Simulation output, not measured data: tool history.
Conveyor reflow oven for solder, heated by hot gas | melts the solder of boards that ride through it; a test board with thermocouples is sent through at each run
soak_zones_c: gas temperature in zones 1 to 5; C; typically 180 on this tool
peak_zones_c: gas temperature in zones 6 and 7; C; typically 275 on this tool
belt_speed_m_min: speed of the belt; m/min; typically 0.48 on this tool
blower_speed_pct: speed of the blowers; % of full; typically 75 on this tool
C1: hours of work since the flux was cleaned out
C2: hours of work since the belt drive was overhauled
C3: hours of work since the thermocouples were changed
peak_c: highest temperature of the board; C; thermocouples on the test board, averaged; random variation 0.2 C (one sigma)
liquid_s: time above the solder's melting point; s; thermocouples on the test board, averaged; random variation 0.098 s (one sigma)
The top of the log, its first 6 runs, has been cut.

Run 7, hour 158.5: usual settings but soak_zones_c 170 C; C1 202; C2 286; C3 607. Result: peak_c 259.3 C, liquid_s 79.49 s.
At hour 186.3: flux residue cleaned out of gas plates and filters.
Run 8, hour 199.6: usual settings but blower_speed_pct 52 % of full; C1 11; C2 315; C3 635. Result: peak_c 256.7 C, liquid_s 80.95 s.
Run 9, hour 217.1: usual settings but blower_speed_pct 52 % of full; C1 25; C2 329; C3 649. Result: peak_c 256.6 C, liquid_s 81.05 s.
Run 10, hour 240.1: usual settings but blower_speed_pct 52 % of full; C1 43; C2 347; C3 668. Result: peak_c 256.2 C, liquid_s 80.89 s.
Run 11, hour 277.9: usual settings but blower_speed_pct 52 % of full; C1 73; C2 377; C3 698. Result: peak_c 255.8 C, liquid_s 80.77 s.
Run 12, hour 308.2: usual settings but soak_zones_c 189 C; C1 97; C2 401; C3 722. Result: peak_c 262 C, liquid_s 90.79 s.
Run 13, hour 336.5: usual settings but soak_zones_c 189 C; C1 120; C2 424; C3 744. Result: peak_c 261.7 C, liquid_s 90.86 s.
Run 14, hour 362.9: usual settings; C1 141; C2 445; C3 765. Result: peak_c 261.1 C, liquid_s 85.45 s.
Run 15, hour 397.6: usual settings; C1 168; C2 473; C3 793. Result: peak_c 260.8 C, liquid_s 85.26 s.
Run 16, hour 425.4: usual settings; C1 190; C2 495; C3 815. Result: peak_c 260.3 C, liquid_s 85.05 s.
Run 17, hour 441.4: usual settings but peak_zones_c 278 C; C1 203; C2 507; C3 828. Result: peak_c 263.1 C, liquid_s 86.74 s.
At hour 468.3: flux residue cleaned out of gas plates and filters.
Run 18, hour 480.6: usual settings but peak_zones_c 285 C, blower_speed_pct 54 % of full; C1 10; C2 535; C3 855. Result: peak_c 265.3 C, liquid_s 87.74 s.
Run 19, hour 515.6: usual settings but peak_zones_c 285 C, blower_speed_pct 54 % of full; C1 38; C2 563; C3 883. Result: peak_c 264.8 C, liquid_s 87.66 s.
Run 20, hour 549.5: usual settings but peak_zones_c 285 C, blower_speed_pct 54 % of full; C1 65; C2 590; C3 910. Result: peak_c 264.7 C, liquid_s 87.59 s.
Run 21, hour 577: usual settings but peak_zones_c 267 C, blower_speed_pct 86 % of full; C1 87; C2 611; C3 932. Result: peak_c 255 C, liquid_s 82.08 s.
Run 22, hour 612.9: usual settings but peak_zones_c 267 C, blower_speed_pct 86 % of full; C1 115; C2 640; C3 960. Result: peak_c 254.4 C, liquid_s 81.9 s.
Run 23, hour 640.2: usual settings but belt_speed_m_min 0.463 m/min; C1 137; C2 662; C3 982. Result: peak_c 261.1 C, liquid_s 89.32 s.
Run 24, hour 657.3: usual settings but belt_speed_m_min 0.463 m/min; C1 150; C2 675; C3 996. Result: peak_c 260.9 C, liquid_s 89.28 s.
Run 25, hour 677.4: usual settings but peak_zones_c 276 C, belt_speed_m_min 0.469 m/min; C1 166; C2 691; C3 1012. Result: peak_c 261.7 C, liquid_s 88.19 s.
Run 26, hour 713.1: usual settings but peak_zones_c 286 C, blower_speed_pct 73 % of full; C1 195; C2 720; C3 1040. Result: peak_c 269.3 C, liquid_s 90.89 s.
At hour 749.3: flux residue cleaned out of gas plates and filters.
Run 27, hour 750.5: usual settings but soak_zones_c 169 C, peak_zones_c 274 C, blower_speed_pct 71 % of full; C1 1; C2 746; C3 1066. Result: peak_c 257.4 C, liquid_s 78.38 s.
Run 28, hour 771.7: usual settings but soak_zones_c 170 C, belt_speed_m_min 0.564 m/min; C1 18; C2 762; C3 1083. Result: peak_c 254.1 C, liquid_s 63.53 s.
Run 29, hour 787.7: usual settings but belt_speed_m_min 0.39 m/min; C1 31; C2 775; C3 1096. Result: peak_c 264.9 C, liquid_s 110.29 s.
Run 30, hour 806.6: usual settings but belt_speed_m_min 0.39 m/min; C1 46; C2 790; C3 1111. Result: peak_c 265 C, liquid_s 110.18 s.

Below are 3 alternative next runs, each starting from the tool's condition after run 30. Predict each:
Run A, hour 840.6: usual settings but belt_speed_m_min 0.39 m/min, blower_speed_pct 63 % of full; C1 73; C2 817; C3 1138. Result: peak_c ?, liquid_s ?.
Run B, hour 840.6: usual settings but peak_zones_c 265 C, belt_speed_m_min 0.39 m/min, blower_speed_pct 56 % of full; C1 73; C2 817; C3 1138. Result: peak_c ?, liquid_s ?.
Run C, hour 840.6: usual settings but soak_zones_c 194 C, belt_speed_m_min 0.39 m/min, blower_speed_pct 85 % of full; C1 73; C2 817; C3 1138. Result: peak_c ?, liquid_s ?.

run  peak_c  liquid_s
  A   263.2    108.68
  B   252.5     99.69
  C   266.8    119.26
Without the tool's hidden state the same runs would have given:
run  peak_c  liquid_s
  A   266.1    109.93
  B   255.3    101.63
  C   269.8    119.85

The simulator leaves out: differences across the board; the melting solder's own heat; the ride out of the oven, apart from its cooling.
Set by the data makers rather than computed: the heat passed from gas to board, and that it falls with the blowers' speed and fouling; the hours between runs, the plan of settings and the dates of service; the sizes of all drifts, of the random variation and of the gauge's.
